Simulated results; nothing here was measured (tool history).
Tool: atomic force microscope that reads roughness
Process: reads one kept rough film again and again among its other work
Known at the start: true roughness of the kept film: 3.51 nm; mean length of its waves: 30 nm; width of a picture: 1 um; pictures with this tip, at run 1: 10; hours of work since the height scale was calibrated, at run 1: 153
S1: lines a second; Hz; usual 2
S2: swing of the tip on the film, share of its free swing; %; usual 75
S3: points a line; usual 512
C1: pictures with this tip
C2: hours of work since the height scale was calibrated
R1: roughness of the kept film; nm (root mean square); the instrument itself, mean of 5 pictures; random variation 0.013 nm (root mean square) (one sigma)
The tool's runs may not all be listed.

run	hour	S1	S2	S3	C1	C2	R1
1	0	2	75	512	10	153	3.033
2	29	2	75	512	64	168	2.762
# hour 33.3: new tip fitted
# hour 69.5: new tip fitted
3	70.9	2	70	512	3	190	3.098
4	101.6	2	70	512	60	207	2.792
# hour 105.3: new tip fitted
5	137.2	0.78	75	512	60	226	2.842
# hour 141.4: new tip fitted
6	173.7	2	75	512	61	245	2.756
# hour 177.2: height scale calibrated on a step standard
# hour 180.1: new tip fitted
7	202.9	3.07	75	512	42	14	2.792
# hour 217.3: new tip fitted
8	245.8	3.07	75	512	53	37	2.746
# hour 253.4: new tip fitted
9	272.1	2	75	512	35	51	2.939
# hour 289.1: new tip fitted
10	301.3	1.51	75	481	23	66	3.008
# hour 325.5: new tip fitted
11	333.2	2	72	931	15	83	3.063
# hour 343.6: height scale calibrated on a step standard, once more
12	354.9	2	72	931	54	6	2.84
# hour 361.9: new tip fitted
13	377.5	2.5	76	592	29	18	2.885
# hour 398.5: new tip fitted
14	410.2	2.5	76	592	21	36	2.947
15	430.7	3.03	75	791	60	47	2.728
# hour 434.8: new tip fitted
16	456.4	0.64	75	869	40	60	2.941
# hour 473.2: new tip fitted
17	474.3	0.58	58	820	2	70	3.218
18	492.8	2	65	483	36	80	2.949

4 ways to go on from here, each from the tool as it stands after run 18. What would each give?
# hour 510.9: new tip fitted
A	521.2	0.73	80	937	20	95	?
# hour 510.9: new tip fitted
B	521.2	2	56	512	20	95	?
# hour 510.9: new tip fitted
C	521.2	2.7	73	410	20	95	?
# hour 510.9: new tip fitted
D	521.2	1.52	67	512	20	95	?

run	R1
A	3.076
B	3.105
C	2.968
D	3.089
Without the tool's hidden state the same runs would have given:
run	R1
A	3.184
B	3.213
C	3.071
D	3.197
